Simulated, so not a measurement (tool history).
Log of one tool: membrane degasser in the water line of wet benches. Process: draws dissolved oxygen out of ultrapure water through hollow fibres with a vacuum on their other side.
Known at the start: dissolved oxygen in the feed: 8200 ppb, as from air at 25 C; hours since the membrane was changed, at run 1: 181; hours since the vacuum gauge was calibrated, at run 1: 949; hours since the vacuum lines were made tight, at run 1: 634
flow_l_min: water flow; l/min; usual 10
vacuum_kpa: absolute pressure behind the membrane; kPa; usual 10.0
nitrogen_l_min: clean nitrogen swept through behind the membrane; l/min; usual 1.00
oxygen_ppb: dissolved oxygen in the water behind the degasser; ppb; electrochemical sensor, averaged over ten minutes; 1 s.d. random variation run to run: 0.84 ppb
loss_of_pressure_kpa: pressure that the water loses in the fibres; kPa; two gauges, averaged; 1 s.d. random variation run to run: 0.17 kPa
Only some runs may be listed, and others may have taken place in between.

run	hour	flow_l_min	vacuum_kpa	nitrogen_l_min	hours since the membrane was changed	hours since the vacuum gauge was calibrated	hours since the vacuum lines were made tight	oxygen_ppb	loss_of_pressure_kpa
1	0.0	10	10.0	1.00	181	949	634	175.3	38.08
2	45.2	10	10.0	1.00	227	995	679	175.8	38.12
3	98.6	10	10.0	1.00	280	1048	732	175.0	38.00
4	155.9	10	10.0	1.00	337	1105	790	174.6	38.20
5	213.5	11	10.0	1.00	395	1163	847	198.2	41.78
6	267.9	11	10.0	1.00	449	1217	902	197.7	41.90
7	307.3	11	10.0	1.00	489	1257	941	198.8	42.06
8	349.9	13	10.0	1.00	531	1299	984	243.8	49.57
9	393.3	13	10.0	1.00	575	1343	1027	242.8	49.27
10	448.2	10	17.9	1.00	630	1398	1082	351.3	38.34
11	498.5	10	10.0	1.04	680	1448	1132	170.7	38.35
12	531.9	10	10.0	1.04	713	1481	1166	170.5	38.28
13	574.2	10	10.0	1.04	756	1524	1208	171.7	38.41
14	630.0	10	10.0	0.72	811	1579	1264	231.7	38.41
15	671.9	10	10.0	0.72	853	1621	1306	231.9	38.29
16	721.5	10	10.0	0.72	903	1671	1355	232.3	38.20
17	760.4	7	10.0	1.00	942	1710	1394	118.2	26.85
18	800.1	7	20.3	0.84	982	1750	1434	335.6	26.69

Forecast run 19:
19	849.4	12	17.0	0.58	1031	1799	1483	?	?

{"run 19": {"oxygen_ppb": 627.1, "loss_of_pressure_kpa": 45.99}}
On a tool with no hidden condition, and with the same random variation, this run would have come out at oxygen_ppb 623.1 ppb, loss_of_pressure_kpa 45.80 kPa.

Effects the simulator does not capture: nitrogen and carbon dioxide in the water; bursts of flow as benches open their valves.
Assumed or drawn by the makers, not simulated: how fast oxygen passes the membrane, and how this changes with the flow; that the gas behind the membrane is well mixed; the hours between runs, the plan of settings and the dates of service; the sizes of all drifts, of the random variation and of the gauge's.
